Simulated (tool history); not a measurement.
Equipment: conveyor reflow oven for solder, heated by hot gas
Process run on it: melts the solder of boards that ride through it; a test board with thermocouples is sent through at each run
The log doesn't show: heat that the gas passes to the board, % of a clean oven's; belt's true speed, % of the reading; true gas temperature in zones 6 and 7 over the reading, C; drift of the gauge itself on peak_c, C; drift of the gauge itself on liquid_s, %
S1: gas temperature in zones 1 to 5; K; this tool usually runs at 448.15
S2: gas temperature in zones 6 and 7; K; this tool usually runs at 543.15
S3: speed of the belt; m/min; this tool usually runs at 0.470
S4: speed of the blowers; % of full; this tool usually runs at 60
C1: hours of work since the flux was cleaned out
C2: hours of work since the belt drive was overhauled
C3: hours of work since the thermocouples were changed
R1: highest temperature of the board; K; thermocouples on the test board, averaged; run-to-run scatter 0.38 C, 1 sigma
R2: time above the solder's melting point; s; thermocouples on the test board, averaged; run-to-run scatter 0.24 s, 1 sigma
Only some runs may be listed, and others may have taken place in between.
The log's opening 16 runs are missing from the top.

run   hour      S1      S2     S3  S4  C1   C2   C3      R1    R2
 17  126.6  444.15  543.15  0.495  56  21  185  215  520.05  48.2
 18  136.0  444.15  543.15  0.495  56  26  190  220  520.55  48.0
 19  140.3  454.15  538.15  0.511  60  29  192  223  518.65  49.5
     144.9  -- belt drive overhauled, speed set with a stopwatch
 20  150.1  448.15  552.15  0.441  79  32    3  226  540.15  71.7
 21  156.0  445.15  543.15  0.470  60  35    6  229  524.25  55.6
 22  164.1  453.15  543.15  0.470  54  39   10  233  523.85  57.3
 23  169.6  458.15  540.15  0.470  60  42   13  236  524.05  60.3
 24  178.4  448.15  543.15  0.510  60  47   18  241  521.35  49.6
 25  186.5  448.15  550.15  0.555  61  51   23  246  524.55  46.7
     194.7  -- belt drive overhauled, speed set with a stopwatch, once more
 26  199.3  436.15  543.15  0.416  53  56    3  250  522.55  58.3
 27  205.5  436.15  543.15  0.416  53  60    6  254  522.95  58.9
 28  212.2  434.15  548.15  0.548  90  63   10  257  530.35  49.2
 29  220.8  434.15  548.15  0.548  90  68   14  262  530.65  49.3
 30  228.9  434.15  548.15  0.548  90  72   19  267  530.95  49.1

Run 31 has not been measured yet. What should we expect?
 31  237.0  434.15  548.15  0.548  90  77  23  271   ?   ?

{"run 31": {"R1": 530.75, "R2": 48.7}}
With the hidden condition absent and the run-to-run variation left alone, this run would have shown R1 532.15 K, R2 49.5 s.
